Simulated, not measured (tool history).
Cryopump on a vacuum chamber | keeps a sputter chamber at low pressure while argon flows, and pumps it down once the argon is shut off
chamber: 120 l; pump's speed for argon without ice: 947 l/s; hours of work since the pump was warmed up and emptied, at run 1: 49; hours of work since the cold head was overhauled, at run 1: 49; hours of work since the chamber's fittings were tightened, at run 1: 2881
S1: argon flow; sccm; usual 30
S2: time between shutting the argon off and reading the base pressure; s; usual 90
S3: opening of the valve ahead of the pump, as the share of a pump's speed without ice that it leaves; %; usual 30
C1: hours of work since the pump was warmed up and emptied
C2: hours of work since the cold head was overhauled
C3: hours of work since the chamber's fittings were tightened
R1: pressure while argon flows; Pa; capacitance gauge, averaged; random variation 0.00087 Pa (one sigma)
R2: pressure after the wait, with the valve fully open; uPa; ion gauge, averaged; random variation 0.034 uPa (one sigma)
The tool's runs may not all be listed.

run	hour	S1	S2	S3	C1	C2	C3	R1	R2
1	0.0	30	90	30	49	49	2881	0.1812	3.74
2	16.6	27	90	30	57	57	2888	0.1631	3.63
3	35.8	30	90	30	65	65	2896	0.1801	3.72
4	50.6	30	90	30	71	71	2903	0.1799	3.63
5	60.7	30	90	30	75	75	2907	0.1815	3.61
6	74.3	30	90	30	81	81	2913	0.1798	3.72
7	85.9	30	90	30	86	86	2918	0.1823	3.69
8	95.3	30	90	33	90	90	2922	0.1668	3.56
9	114.9	30	90	33	98	98	2930	0.1675	3.76
10	132.7	18	90	33	106	106	2938	0.1001	3.64
11	145.2	30	90	30	111	111	2943	0.1844	3.75
12	162.3	30	90	30	118	118	2950	0.1843	3.85
13	181.6	30	90	30	127	127	2958	0.1831	3.76
14	200.6	24	90	30	135	135	2966	0.1460	3.89
15	212.1	24	90	30	140	140	2971	0.1475	3.80
16	226.8	30	90	24	146	146	2978	0.2305	3.94
17	235.7	53	108	46	150	150	2981	0.2176	3.72
18	251.2	53	108	46	156	156	2988	0.2169	3.62
19	268.4	48	284	28	164	164	2995	0.3189	2.89
20	277.4	30	90	32	167	167	2999	0.1756	3.97
21	288.0	30	90	30	172	172	3004	0.1867	3.91
22	296.4	30	69	30	175	175	3007	0.1876	4.49
23	306.6	30	90	26	180	180	3011	0.2137	3.98
24	319.3	42	79	30	185	185	3017	0.2616	4.20
25	332.3	38	90	30	191	191	3022	0.2380	4.11
26	349.5	38	110	30	198	198	3030	0.2383	3.80
27	367.3	20	40	20	206	206	3037	0.1845	5.81

Forecast each of these 5 alternatives for the next run:
A	380.9	42	41	30	211	211	3043	?	?
B	380.9	27	90	30	211	211	3043	?	?
C	380.9	30	90	39	211	211	3043	?	?
D	380.9	19	48	30	211	211	3043	?	?
E	380.9	13	88	32	211	211	3043	?	?

run	R1	R2
A	0.2617	5.83
B	0.1686	4.10
C	0.1481	4.08
D	0.1187	5.38
E	0.0770	3.99
Without the tool's hidden state the same runs would have given:
run	R1	R2
A	0.2472	3.60
B	0.1592	1.84
C	0.1376	1.85
D	0.1121	3.16
E	0.0725	1.80
